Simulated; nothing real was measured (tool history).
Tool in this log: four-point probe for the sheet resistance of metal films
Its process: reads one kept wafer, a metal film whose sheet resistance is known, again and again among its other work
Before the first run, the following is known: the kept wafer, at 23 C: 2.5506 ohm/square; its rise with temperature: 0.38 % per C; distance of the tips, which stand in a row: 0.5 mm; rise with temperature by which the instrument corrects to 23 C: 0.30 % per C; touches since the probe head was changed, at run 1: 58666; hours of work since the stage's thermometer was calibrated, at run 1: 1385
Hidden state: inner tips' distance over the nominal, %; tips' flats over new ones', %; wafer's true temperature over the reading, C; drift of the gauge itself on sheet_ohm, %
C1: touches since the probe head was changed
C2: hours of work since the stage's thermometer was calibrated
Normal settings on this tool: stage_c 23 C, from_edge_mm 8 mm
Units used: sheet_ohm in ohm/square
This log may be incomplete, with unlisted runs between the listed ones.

Run 1, hour 0.0: usual settings; C1 58666; C2 1385. Result: sheet_ohm 2.566748 ohm/square.
At hour 18.4: stage's thermometer calibrated.
Run 2, hour 83.2: usual settings but from_edge_mm 3 mm; C1 62488; C2 43. Result: sheet_ohm 2.596766 ohm/square.
Run 3, hour 172.8: usual settings but from_edge_mm 3 mm; C1 66629; C2 102. Result: sheet_ohm 2.597671 ohm/square.
Run 4, hour 236.9: usual settings but stage_c 34 C, from_edge_mm 3 mm; C1 69590; C2 145. Result: sheet_ohm 2.619797 ohm/square.
Run 5, hour 342.8: usual settings but stage_c 34 C, from_edge_mm 3 mm; C1 74484; C2 215. Result: sheet_ohm 2.620041 ohm/square.
Run 6, hour 426.7: usual settings; C1 78362; C2 271. Result: sheet_ohm 2.567014 ohm/square.
Run 7, hour 542.6: usual settings; C1 83715; C2 347. Result: sheet_ohm 2.568011 ohm/square.
Run 8, hour 606.6: usual settings; C1 86676; C2 390. Result: sheet_ohm 2.568751 ohm/square.
Run 9, hour 701.6: usual settings; C1 91063; C2 453. Result: sheet_ohm 2.570504 ohm/square.
Run 10, hour 802.2: usual settings; C1 95713; C2 519. Result: sheet_ohm 2.570801 ohm/square.
Run 11, hour 886.1: usual settings; C1 99590; C2 575. Result: sheet_ohm 2.571526 ohm/square.
Run 12, hour 965.0: usual settings but from_edge_mm 12 mm; C1 103235; C2 627. Result: sheet_ohm 2.568402 ohm/square.
Run 13, hour 1047.6: usual settings but from_edge_mm 12 mm; C1 107055; C2 682. Result: sheet_ohm 2.568920 ohm/square.
Run 14, hour 1167.8: usual settings but stage_c 25 C; C1 112610; C2 762. Result: sheet_ohm 2.579320 ohm/square.
Run 15, hour 1248.7: usual settings but stage_c 25 C; C1 116345; C2 815. Result: sheet_ohm 2.578951 ohm/square.
Run 16, hour 1327.5: usual settings but stage_c 25 C; C1 119990; C2 868. Result: sheet_ohm 2.579339 ohm/square.
Run 17, hour 1420.4: usual settings but stage_c 25 C; C1 124281; C2 929. Result: sheet_ohm 2.579271 ohm/square.
Run 18, hour 1520.5: usual settings but stage_c 25 C; C1 128905; C2 995. Result: sheet_ohm 2.580407 ohm/square.
Run 19, hour 1650.1: usual settings but stage_c 25 C; C1 134894; C2 1081. Result: sheet_ohm 2.582248 ohm/square.
Run 20, hour 1778.7: usual settings but stage_c 25 C; C1 140837; C2 1167. Result: sheet_ohm 2.583360 ohm/square.
Run 21, hour 1850.4: usual settings but stage_c 25 C; C1 144151; C2 1214. Result: sheet_ohm 2.583898 ohm/square.
Run 22, hour 1961.1: usual settings but stage_c 25 C, from_edge_mm 4 mm; C1 149269; C2 1287. Result: sheet_ohm 2.600973 ohm/square.
Run 23, hour 2053.1: usual settings but stage_c 32 C, from_edge_mm 13 mm; C1 153521; C2 1348. Result: sheet_ohm 2.596736 ohm/square.
At hour 2126.6: stage's thermometer calibrated.
Run 24, hour 2172.3: usual settings but stage_c 18 C, from_edge_mm 15 mm; C1 159005; C2 30. Result: sheet_ohm 2.564532 ohm/square.
Run 25, hour 2236.3: usual settings but stage_c 22 C, from_edge_mm 21 mm; C1 161963; C2 73. Result: sheet_ohm 2.572713 ohm/square.
Run 26, hour 2373.2: usual settings but stage_c 33 C, from_edge_mm 4 mm; C1 168288; C2 163. Result: sheet_ohm 2.615579 ohm/square.
Run 27, hour 2489.3: usual settings but stage_c 33 C, from_edge_mm 4 mm; C1 173655; C2 240. Result: sheet_ohm 2.617263 ohm/square.
Run 28, hour 2613.8: usual settings but stage_c 26 C, from_edge_mm 7 mm; C1 179407; C2 323. Result: sheet_ohm 2.590806 ohm/square.
Run 29, hour 2676.1: usual settings but stage_c 28 C, from_edge_mm 14 mm; C1 182285; C2 364. Result: sheet_ohm 2.589307 ohm/square.
Run 30, hour 2818.9: usual settings but stage_c 20 C, from_edge_mm 13 mm; C1 188883; C2 459. Result: sheet_ohm 2.576294 ohm/square.
Run 31, hour 2897.8: usual settings but stage_c 20 C, from_edge_mm 13 mm; C1 192530; C2 511. Result: sheet_ohm 2.575582 ohm/square.
Run 32, hour 3015.6: usual settings but stage_c 26 C, from_edge_mm 14 mm; C1 197973; C2 589. Result: sheet_ohm 2.589804 ohm/square.
Run 33, hour 3165.0: usual settings but stage_c 26 C, from_edge_mm 14 mm; C1 204880; C2 688. Result: sheet_ohm 2.590119 ohm/square.
Run 34, hour 3311.1: usual settings but stage_c 34 C, from_edge_mm 51 mm; C1 211630; C2 785. Result: sheet_ohm 2.605876 ohm/square.
Run 35, hour 3419.8: usual settings but stage_c 34 C, from_edge_mm 51 mm; C1 216655; C2 857. Result: sheet_ohm 2.606262 ohm/square.
Run 36, hour 3500.5: usual settings but stage_c 32 C, from_edge_mm 5 mm; C1 220382; C2 910. Result: sheet_ohm 2.617641 ohm/square.
Run 37, hour 3578.1: usual settings but from_edge_mm 5 mm; C1 223966; C2 962. Result: sheet_ohm 2.599898 ohm/square.
Run 38, hour 3706.8: usual settings but stage_c 26 C, from_edge_mm 26 mm; C1 229916; C2 1047. Result: sheet_ohm 2.593844 ohm/square.
Run 39, hour 3803.6: usual settings but stage_c 18 C, from_edge_mm 3 mm; C1 234389; C2 1111. Result: sheet_ohm 2.616239 ohm/square.
At hour 3908.6: new probe head fitted.
Run 40, hour 3914.2: usual settings but from_edge_mm 3 mm; C1 260; C2 1184. Result: sheet_ohm 2.581051 ohm/square.
Run 41, hour 4052.6: usual settings but stage_c 32 C, from_edge_mm 43 mm; C1 6655; C2 1276. Result: sheet_ohm 2.562149 ohm/square.
Run 42, hour 4140.4: usual settings but stage_c 31 C, from_edge_mm 15 mm; C1 10710; C2 1334. Result: sheet_ohm 2.562326 ohm/square.

Predict each of these 5 candidate next runs independently; none follows another, all start after run 42:
Run A, hour 4206.6: usual settings but stage_c 34 C, from_edge_mm 37 mm; C1 13770; C2 1378. Result: sheet_ohm ?.
Run B, hour 4206.6: usual settings but from_edge_mm 31 mm; C1 13770; C2 1378. Result: sheet_ohm ?.
Run C, hour 4206.6: usual settings but stage_c 19 C, from_edge_mm 4 mm; C1 13770; C2 1378. Result: sheet_ohm ?.
Run D, hour 4206.6: usual settings but stage_c 31 C, from_edge_mm 38 mm; C1 13770; C2 1378. Result: sheet_ohm ?.
Run E, hour 4206.6: usual settings but stage_c 21 C, from_edge_mm 30 mm; C1 13770; C2 1378. Result: sheet_ohm ?.

run  sheet_ohm
  A   2.566863
  B   2.546227
  C   2.558324
  D   2.561637
  E   2.542058
What these runs would have given with no unlogged condition in the tool:
run  sheet_ohm
  A   2.572091
  B   2.551294
  C   2.563364
  D   2.566823
  E   2.547094

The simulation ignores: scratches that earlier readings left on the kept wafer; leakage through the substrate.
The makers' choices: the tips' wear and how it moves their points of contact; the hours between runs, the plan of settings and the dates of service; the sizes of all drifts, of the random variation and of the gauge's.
